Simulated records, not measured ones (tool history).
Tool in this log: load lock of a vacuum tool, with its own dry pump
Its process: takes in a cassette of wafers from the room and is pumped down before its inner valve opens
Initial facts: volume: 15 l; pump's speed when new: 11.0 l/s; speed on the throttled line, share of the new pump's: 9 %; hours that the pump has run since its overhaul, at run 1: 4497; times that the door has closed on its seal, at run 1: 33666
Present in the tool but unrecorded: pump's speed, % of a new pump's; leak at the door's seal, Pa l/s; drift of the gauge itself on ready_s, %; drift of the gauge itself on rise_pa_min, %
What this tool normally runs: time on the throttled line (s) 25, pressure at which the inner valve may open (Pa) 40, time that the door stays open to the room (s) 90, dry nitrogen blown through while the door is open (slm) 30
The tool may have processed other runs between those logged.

run,hour,time on the throttled line (s),pressure at which the inner valve may open (Pa),time that the door stays open to the room (s),dry nitrogen blown through while the door is open (slm),hours that the pump has run since its overhaul,times that the door has closed on its seal,"incoming humidity of the room's air, %",time from the closed door until the inner valve may open (s),rise of the pressure with all valves shut (Pa/min)
1,0,25,40,90,30,4497,33666,44.3,34.9,0.122
2,83.7,25,40,90,30,4581,34080,44.2,34.7,0.121
3,262.1,25,40,90,30,4759,34960,44.5,35,0.121
4,424.2,25,40,153,30,4921,35759,48.1,35.2,0.154
5,570.9,25,40,153,30,5068,36483,47.2,35.2,0.151
6,690.3,21,40,90,30,5187,37072,44.5,31.6,0.133
7,865.2,25,40,90,30,5362,37935,44.7,35.5,0.135
8,990,25,40,90,30,5487,38551,47.1,34.8,0.139
9,1150.7,28,40,90,30,5648,39344,45,38.6,0.138
10,1240.8,28,40,90,30,5738,39789,47,38.2,0.137
11,1329.3,28,40,90,30,5826,40225,45.8,37.7,0.13
12,1435.1,28,40,90,30,5932,40747,46,38.3,0.145
13,1551.7,25,40,90,12,6049,41322,46.1,35.5,0.175
14,1634,25,40,90,12,6131,41728,44.3,35.2,0.177
15,1711,25,40,90,30,6208,42108,44.1,35.7,0.146
16,1856.6,25,52,90,30,6354,42827,48.7,35.5,0.155
17,2027.8,25,52,90,30,6525,43671,46.4,35.5,0.151
18,2135.8,25,40,154,30,6633,44204,44.6,35.6,0.169
19,2262.8,25,40,90,30,6760,44831,45.6,35.6,0.158
20,2441,25,40,90,38,6938,45710,45.7,35.4,0.152

Run 21 has not been measured yet. What should we expect?
21,2522.4,25,40,58,20,7019,46112,43.2,?,?

{"run 21": {"time from the closed door until the inner valve may open (s)": 35.7, "rise of the pressure with all valves shut (Pa/min)": 0.151}}
With the hidden condition absent and the run-to-run variation left alone, this run would have shown time from the closed door until the inner valve may open (s) 33.5, rise of the pressure with all valves shut (Pa/min) 0.061.
